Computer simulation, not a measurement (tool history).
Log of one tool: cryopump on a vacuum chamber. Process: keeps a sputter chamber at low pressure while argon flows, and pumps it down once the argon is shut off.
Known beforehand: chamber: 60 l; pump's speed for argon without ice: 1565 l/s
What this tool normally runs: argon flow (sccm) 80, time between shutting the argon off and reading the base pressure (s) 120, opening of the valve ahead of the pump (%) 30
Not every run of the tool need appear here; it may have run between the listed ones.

run,day,argon flow (sccm),time between shutting the argon off and reading the base pressure (s),opening of the valve ahead of the pump (%),pressure while argon flows (Pa),pressure after the wait (uPa)
1,0.000,80,120,30,0.2970,0.89
2,0.675,80,120,30,0.2940,0.86
3,1.092,80,120,30,0.2947,0.83
4,1.650,80,120,30,0.2973,0.85
5,2.354,80,120,30,0.2993,0.90
6,2.917,80,120,30,0.2979,0.86
7,3.617,80,120,30,0.2995,0.86
8,4.029,80,132,30,0.2987,0.82
9,4.767,80,132,30,0.2977,0.90
10,5.092,97,120,30,0.3625,0.89
11,5.521,97,166,30,0.3625,0.73
12,6.138,97,166,30,0.3634,0.80
13,6.596,97,166,30,0.3623,0.74
14,7.238,39,120,30,0.1476,0.89
15,7.962,39,120,30,0.1461,0.88
16,8.608,39,120,30,0.1466,0.92
17,9.329,39,120,30,0.1476,0.90
18,9.925,53,259,21,0.2844,0.69
19,10.383,53,259,17,0.3461,0.68
20,10.929,159,21,38,0.4777,2.68
21,11.462,81,259,37,0.2518,0.69

The next listed run, before its measurement:
22,11.846,40,40,30,?,?

{"run 22": {"pressure while argon flows (Pa)": 0.1518, "pressure after the wait (uPa)": 1.68}}
Without the tool's hidden state the same run would have given pressure while argon flows (Pa) 0.1443, pressure after the wait (uPa) 1.37.
